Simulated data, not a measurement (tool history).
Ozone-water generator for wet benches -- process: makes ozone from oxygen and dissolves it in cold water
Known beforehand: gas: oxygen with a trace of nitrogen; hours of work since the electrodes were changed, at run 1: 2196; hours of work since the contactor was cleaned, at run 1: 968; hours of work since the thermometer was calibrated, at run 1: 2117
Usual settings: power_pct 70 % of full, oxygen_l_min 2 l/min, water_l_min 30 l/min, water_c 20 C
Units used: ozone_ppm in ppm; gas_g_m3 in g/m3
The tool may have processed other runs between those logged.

| run | hour | power_pct | oxygen_l_min | water_l_min | water_c | hours of work since the electrodes were changed | hours of work since the contactor was cleaned | hours of work since the thermometer was calibrated | ozone_ppm | gas_g_m3 |
|---|---|---|---|---|---|---|---|---|---|---|
| 1 | 0 | 70 | 2 | 30 | 20 | 2196 | 968 | 2117 | 6.3 | 188.1 |
| 2 | 46.8 | 70 | 2 | 34 | 20 | 2231 | 1003 | 2153 | 5.2 | 186.4 |
| 3 | 87.1 | 70 | 2 | 21 | 20 | 2262 | 1034 | 2183 | 9.1 | 186.8 |
| 4 | 178.8 | 70 | 2 | 30 | 24 | 2332 | 1104 | 2253 | 5.9 | 185.9 |
| 5 | 274.6 | 70 | 2 | 30 | 24 | 2405 | 1177 | 2326 | 5.8 | 184.7 |
| 6 | 368.8 | 70 | 2 | 30 | 20 | 2476 | 1248 | 2398 | 6.1 | 184.7 |
| 7 | 448.9 | 70 | 1.7 | 30 | 20 | 2537 | 1309 | 2459 | 5.5 | 196.9 |
| 8 | 526.8 | 70 | 1.7 | 30 | 20 | 2597 | 1368 | 2518 | 5.5 | 196.1 |
| 9 | 582.4 | 70 | 1.7 | 30 | 20 | 2639 | 1411 | 2560 | 5.5 | 193.5 |
| 10 | 642.2 | 70 | 2 | 30 | 20 | 2684 | 1456 | 2606 | 6 | 184.5 |
| 11 | 711.8 | 70 | 2 | 30 | 20 | 2737 | 1509 | 2659 | 6 | 182.6 |
| 12 | 778.3 | 70 | 2 | 30 | 20 | 2788 | 1560 | 2709 | 5.8 | 184 |
| 13 | 877.1 | 70 | 2 | 26 | 20 | 2863 | 1635 | 2784 | 7 | 183 |
| 14 | 927.3 | 70 | 2 | 26 | 20 | 2901 | 1673 | 2822 | 6.8 | 181.4 |
| 15 | 1011.2 | 70 | 1.86 | 30 | 20 | 2965 | 1737 | 2886 | 5.6 | 187.2 |
| 16 | 1052.7 | 94 | 2 | 30 | 20 | 2996 | 1768 | 2918 | 6.7 | 210.8 |
| 17 | 1111.6 | 70 | 2 | 21 | 20 | 3041 | 1813 | 2963 | 8.6 | 181.7 |
| 18 | 1182.8 | 70 | 1.98 | 21 | 20 | 3095 | 1867 | 3017 | 8.7 | 181.9 |
| 19 | 1268.7 | 76 | 1.98 | 43 | 20 | 3161 | 1933 | 3082 | 4 | 188.7 |
| 20 | 1359.9 | 65 | 1.98 | 43 | 12 | 3230 | 2002 | 3151 | 3.7 | 174.9 |
| 21 | 1455.6 | 65 | 1.98 | 43 | 12 | 3303 | 2075 | 3224 | 3.6 | 173.8 |
| 22 | 1546.9 | 42 | 2 | 20 | 16 | 3372 | 2144 | 3294 | 7.1 | 138 |
| 23 | 1644.8 | 56 | 2.88 | 30 | 24 | 3447 | 2219 | 3368 | 5.7 | 140 |
| 24 | 1686.8 | 56 | 2.88 | 30 | 24 | 3479 | 2251 | 3400 | 5.7 | 139.7 |
|  | 1730.5 | contactor cleaned |
| 25 | 1732.7 | 56 | 2.76 | 30 | 24 | 3511 | 2 | 3432 | 5.7 | 141.8 |
| 26 | 1827.7 | 56 | 3.45 | 46 | 21 | 3583 | 74 | 3504 | 3.9 | 130 |

Predict the results of run 27:
| 27 | 1875.6 | 65 | 1.3 | 30 | 20 | 3619 | 110 | 3541 | ? | ? |

{"run 27": {"ozone_ppm": 4.7, "gas_g_m3": 198.9}}
Minus the tool's unlogged condition, the same run would have read ozone_ppm 5.4 ppm, gas_g_m3 226 g/m3.
